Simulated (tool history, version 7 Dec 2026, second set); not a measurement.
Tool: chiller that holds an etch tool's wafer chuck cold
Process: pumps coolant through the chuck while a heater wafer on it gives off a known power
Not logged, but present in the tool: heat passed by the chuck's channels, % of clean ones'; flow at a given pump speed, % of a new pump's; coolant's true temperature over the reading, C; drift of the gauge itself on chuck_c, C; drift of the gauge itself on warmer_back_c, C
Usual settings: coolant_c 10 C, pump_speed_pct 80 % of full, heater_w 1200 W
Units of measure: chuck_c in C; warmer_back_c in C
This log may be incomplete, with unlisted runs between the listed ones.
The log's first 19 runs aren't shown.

run    hour  coolant_c  pump_speed_pct  heater_w  hours since the coolant was changed and the channels were flushed  hours since the pump was overhauled  hours since the chiller's thermometer was calibrated  chuck_c  warmer_back_c
 20  1723.4          5              66       622                                                               4550                                 1794                                                  2339     13.9           1.75
 21  1811.4          1              80      1304                                                               4638                                 1882                                                  2427     16.9           2.97
 22  1921.2         16              82      1620                                                               4747                                 1991                                                  2537     35.2           3.58
 23  1977.3          2              76       713                                                               4803                                 2047                                                  2593     11.2           1.67
 24  2055.9         17              84      1200                                                               4882                                 2126                                                  2672     31.0           2.62
 25  2117.0         17              73      1200                                                               4943                                 2187                                                  2733     32.9           3.03
 26  2234.4         16              61      1120                                                               5061                                 2305                                                  2850     33.6           3.43
 27  2357.6         16              61      1120                                                               5184                                 2428                                                  2974     33.6           3.48
 28  2463.2          1              72       696                                                               5289                                 2533                                                  3079     10.4           1.76
 29  2547.8          9              81      1200                                                               5374                                 2618                                                  3164     23.6           2.66
 30  2653.9         15              80       709                                                               5480                                 2724                                                  3270     24.1           1.65
 31  2763.7         15              80      1339                                                               5590                                 2834                                                  3380     31.7           3.04
 32  2849.7          0              95      1339                                                               5676                                 2920                                                  3466     14.3           2.48

Consider 3 possible next runs. They are alternatives, not a sequence: every one starts from the tool as it was left by run 32. What does each give?
  A  2954.2         19              71      1604                                                               5780                                 3024                                                  3570        ?              ?
  B  2954.2         13              95      1339                                                               5780                                 3024                                                  3570        ?              ?
  C  2954.2          2              67      1779                                                               5780                                 3024                                                  3570        ?              ?

run  chuck_c  warmer_back_c
  A     41.2           4.15
  B     27.3           2.49
  C     27.9           4.94
Had the tool no hidden state, the same runs would have come out as:
run  chuck_c  warmer_back_c
  A     38.9           4.03
  B     25.7           2.42
  C     25.2           4.80
